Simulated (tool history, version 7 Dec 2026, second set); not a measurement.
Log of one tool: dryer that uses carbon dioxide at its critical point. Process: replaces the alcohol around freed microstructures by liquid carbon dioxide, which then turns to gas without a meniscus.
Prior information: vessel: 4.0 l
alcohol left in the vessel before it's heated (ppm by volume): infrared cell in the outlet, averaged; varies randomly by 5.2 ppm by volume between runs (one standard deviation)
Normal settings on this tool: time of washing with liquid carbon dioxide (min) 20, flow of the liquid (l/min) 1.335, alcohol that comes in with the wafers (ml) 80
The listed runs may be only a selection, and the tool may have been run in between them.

run,hour,time of washing with liquid carbon dioxide (min),flow of the liquid (l/min),alcohol that comes in with the wafers (ml),alcohol left in the vessel before it's heated (ppm by volume)
1,0,20,1.335,80,167
2,6.5,20,1.335,80,183
3,15.8,20,1.335,80,181
4,30.3,20,1.335,80,193
5,45.9,20,1.335,80,187
6,53.6,20,1.335,80,188
7,63.3,20,1.335,90,213
8,71.7,20,1.335,90,221
9,84.6,20,0.96,90,728
10,91.4,20,0.96,90,735
11,100.8,20,1.335,80,207
12,114.9,31,1.335,80,44
13,127,31,1.335,80,46
14,140.8,20,1.3,80,239
15,153.2,20,1.335,80,222
16,163.4,20,1.335,80,227
17,178,20,1.335,80,217
18,185.2,28,1.335,80,76
19,196,28,1.335,80,76
20,210,28,1.335,80,75
# hour 222.2: inlet filter changed
21,226.7,19,1.335,80,164
22,242.3,20,1.335,80,128
23,256.5,20,1.335,80,139
24,270.5,20,1.335,80,134
25,278.9,20,1.335,80,132
26,293,20,1.39,80,127
27,302.5,20,1.39,80,124
28,311.5,19,1.56,82,107
29,318.2,19,1.04,73,376
30,329.1,19,1.04,73,386
31,342.8,19,1.55,73,101
32,354.8,19,1.55,73,103
33,367,23,1.08,112,239
34,381.4,31,2.04,109,50
35,392.5,31,2.04,109,50
36,408,20,0.88,29,267
37,423,20,0.88,29,270
38,430,22,1.335,80,122
39,440.1,20,1.335,80,168
40,449.4,30,1.335,111,71
41,459.7,23,1.57,72,78
42,467.8,23,1.57,72,78
43,475.7,17,1.18,34,234
44,484.1,12,0.86,46,1540
45,495.5,26,1.28,56,82
46,504.7,14,1.27,58,521

Predict each of these 4 candidate next runs independently; none follows another, all start after run 46:
A,517.8,22,1.335,21,?
B,517.8,20,0.88,80,?
C,517.8,14,1.27,20,?
D,517.8,13,1.12,37,?

run,alcohol left in the vessel before it's heated (ppm by volume)
A,78
B,700
C,222
D,606
Take away the tool's hidden state, keep each run's random variation, and the runs would have read:
run,alcohol left in the vessel before it's heated (ppm by volume)
A,13
B,515
C,131
D,456
